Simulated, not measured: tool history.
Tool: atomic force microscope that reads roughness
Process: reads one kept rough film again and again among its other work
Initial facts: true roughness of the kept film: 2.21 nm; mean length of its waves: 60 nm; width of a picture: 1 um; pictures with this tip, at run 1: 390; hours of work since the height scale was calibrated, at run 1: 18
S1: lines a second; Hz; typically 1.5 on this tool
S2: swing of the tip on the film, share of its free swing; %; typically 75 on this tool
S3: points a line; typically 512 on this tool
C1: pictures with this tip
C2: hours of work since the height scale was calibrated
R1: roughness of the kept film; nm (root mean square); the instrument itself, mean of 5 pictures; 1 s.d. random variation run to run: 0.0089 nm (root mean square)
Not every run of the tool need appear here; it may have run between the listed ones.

{"run": 1, "hour": 0.0, "S1": 1.5, "S2": 75, "S3": 512, "C1": 390, "C2": 18, "R1": 1.828}
{"hour": 7.0, "done": "new tip fitted"}
{"run": 2, "hour": 9.8, "S1": 1.5, "S2": 75, "S3": 512, "C1": 4, "C2": 23, "R1": 1.988}
{"run": 3, "hour": 27.3, "S1": 1.5, "S2": 75, "S3": 512, "C1": 29, "C2": 31, "R1": 1.976}
{"run": 4, "hour": 41.2, "S1": 1.5, "S2": 75, "S3": 512, "C1": 49, "C2": 37, "R1": 1.978}
{"run": 5, "hour": 51.6, "S1": 1.5, "S2": 75, "S3": 512, "C1": 64, "C2": 42, "R1": 1.942}
{"run": 6, "hour": 59.3, "S1": 1.5, "S2": 75, "S3": 512, "C1": 75, "C2": 46, "R1": 1.951}
{"run": 7, "hour": 75.6, "S1": 1.5, "S2": 75, "S3": 512, "C1": 98, "C2": 53, "R1": 1.941}
{"run": 8, "hour": 84.1, "S1": 1.5, "S2": 75, "S3": 747, "C1": 110, "C2": 57, "R1": 1.952}
{"run": 9, "hour": 94.1, "S1": 1.5, "S2": 75, "S3": 747, "C1": 124, "C2": 62, "R1": 1.917}
{"run": 10, "hour": 103.1, "S1": 1.5, "S2": 75, "S3": 747, "C1": 137, "C2": 66, "R1": 1.928}
{"run": 11, "hour": 116.3, "S1": 1.5, "S2": 75, "S3": 747, "C1": 156, "C2": 72, "R1": 1.916}
{"run": 12, "hour": 126.4, "S1": 1.5, "S2": 75, "S3": 769, "C1": 171, "C2": 77, "R1": 1.915}
{"run": 13, "hour": 142.5, "S1": 1.5, "S2": 67, "S3": 769, "C1": 194, "C2": 85, "R1": 1.948}
{"run": 14, "hour": 159.5, "S1": 1.5, "S2": 67, "S3": 769, "C1": 218, "C2": 93, "R1": 1.949}
{"run": 15, "hour": 173.8, "S1": 1.5, "S2": 67, "S3": 769, "C1": 239, "C2": 99, "R1": 1.932}
{"run": 16, "hour": 189.4, "S1": 0.99, "S2": 67, "S3": 769, "C1": 261, "C2": 107, "R1": 1.97}
{"run": 17, "hour": 199.3, "S1": 0.99, "S2": 67, "S3": 769, "C1": 275, "C2": 111, "R1": 1.941}
{"run": 18, "hour": 214.4, "S1": 0.99, "S2": 67, "S3": 769, "C1": 297, "C2": 118, "R1": 1.952}
{"run": 19, "hour": 223.7, "S1": 1.5, "S2": 75, "S3": 676, "C1": 310, "C2": 123, "R1": 1.851}
{"run": 20, "hour": 238.7, "S1": 1.5, "S2": 75, "S3": 676, "C1": 332, "C2": 130, "R1": 1.838}
{"run": 21, "hour": 254.1, "S1": 1.5, "S2": 75, "S3": 921, "C1": 354, "C2": 137, "R1": 1.826}
{"run": 22, "hour": 265.1, "S1": 1.85, "S2": 75, "S3": 921, "C1": 369, "C2": 142, "R1": 1.791}
{"run": 23, "hour": 281.9, "S1": 1.85, "S2": 75, "S3": 921, "C1": 393, "C2": 150, "R1": 1.781}
{"hour": 287.0, "done": "new tip fitted"}
{"run": 24, "hour": 291.6, "S1": 1.5, "S2": 75, "S3": 512, "C1": 7, "C2": 154, "R1": 1.981}
{"run": 25, "hour": 301.0, "S1": 1.5, "S2": 75, "S3": 512, "C1": 20, "C2": 158, "R1": 1.971}
{"run": 26, "hour": 317.6, "S1": 1.79, "S2": 75, "S3": 512, "C1": 44, "C2": 166, "R1": 1.944}
{"run": 27, "hour": 329.6, "S1": 0.52, "S2": 79, "S3": 724, "C1": 61, "C2": 172, "R1": 2.052}
{"run": 28, "hour": 344.6, "S1": 1.44, "S2": 78, "S3": 626, "C1": 82, "C2": 179, "R1": 1.925}
{"run": 29, "hour": 361.5, "S1": 1.5, "S2": 75, "S3": 273, "C1": 107, "C2": 187, "R1": 1.928}
{"run": 30, "hour": 376.7, "S1": 2.37, "S2": 84, "S3": 512, "C1": 128, "C2": 194, "R1": 1.734}
{"run": 31, "hour": 384.2, "S1": 0.65, "S2": 58, "S3": 385, "C1": 139, "C2": 197, "R1": 2.07}
{"run": 32, "hour": 396.7, "S1": 0.65, "S2": 58, "S3": 385, "C1": 157, "C2": 203, "R1": 2.04}
{"run": 33, "hour": 409.1, "S1": 1.5, "S2": 75, "S3": 431, "C1": 175, "C2": 209, "R1": 1.909}
{"run": 34, "hour": 421.2, "S1": 1.07, "S2": 83, "S3": 349, "C1": 192, "C2": 214, "R1": 1.893}
{"run": 35, "hour": 432.4, "S1": 1.07, "S2": 83, "S3": 349, "C1": 208, "C2": 220, "R1": 1.877}
{"run": 36, "hour": 448.0, "S1": 0.56, "S2": 64, "S3": 512, "C1": 231, "C2": 227, "R1": 1.997}
{"run": 37, "hour": 457.9, "S1": 2.72, "S2": 81, "S3": 620, "C1": 245, "C2": 232, "R1": 1.682}
{"run": 38, "hour": 469.9, "S1": 2.72, "S2": 81, "S3": 620, "C1": 262, "C2": 237, "R1": 1.67}
{"run": 39, "hour": 483.6, "S1": 2.72, "S2": 79, "S3": 266, "C1": 281, "C2": 244, "R1": 1.7}
{"run": 40, "hour": 493.1, "S1": 2.72, "S2": 79, "S3": 266, "C1": 295, "C2": 248, "R1": 1.678}
{"run": 41, "hour": 510.4, "S1": 1.15, "S2": 63, "S3": 674, "C1": 320, "C2": 256, "R1": 1.928}
{"run": 42, "hour": 518.6, "S1": 3.54, "S2": 74, "S3": 611, "C1": 332, "C2": 260, "R1": 1.672}
{"run": 43, "hour": 535.5, "S1": 3.54, "S2": 76, "S3": 611, "C1": 356, "C2": 268, "R1": 1.643}
{"run": 44, "hour": 549.0, "S1": 2.54, "S2": 83, "S3": 618, "C1": 375, "C2": 274, "R1": 1.625}
{"run": 45, "hour": 557.1, "S1": 2.54, "S2": 83, "S3": 618, "C1": 387, "C2": 278, "R1": 1.624}
{"hour": 566.6, "done": "new tip fitted"}
{"run": 46, "hour": 571.0, "S1": 0.57, "S2": 86, "S3": 681, "C1": 6, "C2": 284, "R1": 2.013}
{"run": 47, "hour": 587.5, "S1": 2.6, "S2": 86, "S3": 429, "C1": 30, "C2": 292, "R1": 1.709}
{"run": 48, "hour": 595.6, "S1": 1.56, "S2": 75, "S3": 332, "C1": 41, "C2": 296, "R1": 1.969}
{"run": 49, "hour": 611.3, "S1": 1.5, "S2": 69, "S3": 597, "C1": 64, "C2": 303, "R1": 1.998}
{"run": 50, "hour": 627.4, "S1": 1.5, "S2": 69, "S3": 597, "C1": 87, "C2": 310, "R1": 1.979}
{"run": 51, "hour": 640.0, "S1": 1.5, "S2": 69, "S3": 597, "C1": 105, "C2": 316, "R1": 1.977}
{"run": 52, "hour": 649.4, "S1": 1.5, "S2": 69, "S3": 597, "C1": 118, "C2": 321, "R1": 1.971}

Some steps in R1 between neighbouring runs. How much of each would the tool show without its hidden state too (settings, what came in, random variation), and how much is left for the hidden state, with any gauge scatter that isn't in both results?
Hidden conditions of the tool in this case: radius of the tip, nm; height scale over the true one, %; drift of the gauge itself on roughness_nm, %.
Run 1 -> 2: new tip fitted. R1 +0.16 nm (root mean square): hidden state +0.151, all else +0.009.
Run 23 -> 24: S1 1.85 -> 1.5, S3 921 -> 512, new tip fitted. R1 +0.2 nm (root mean square): hidden state +0.165, all else +0.035.
Run 30 -> 31: S1 2.37 -> 0.65, S2 84 -> 58, S3 512 -> 385. R1 +0.336 nm (root mean square): hidden state -0.017, all else +0.353.
Run 36 -> 37: S1 0.56 -> 2.72, S2 64 -> 81, S3 512 -> 620. R1 -0.315 nm (root mean square): hidden state +0.014, all else -0.329.
Run 45 -> 46: S1 2.54 -> 0.57, S2 83 -> 86, S3 618 -> 681, new tip fitted. R1 +0.389 nm (root mean square): hidden state +0.147, all else +0.242.

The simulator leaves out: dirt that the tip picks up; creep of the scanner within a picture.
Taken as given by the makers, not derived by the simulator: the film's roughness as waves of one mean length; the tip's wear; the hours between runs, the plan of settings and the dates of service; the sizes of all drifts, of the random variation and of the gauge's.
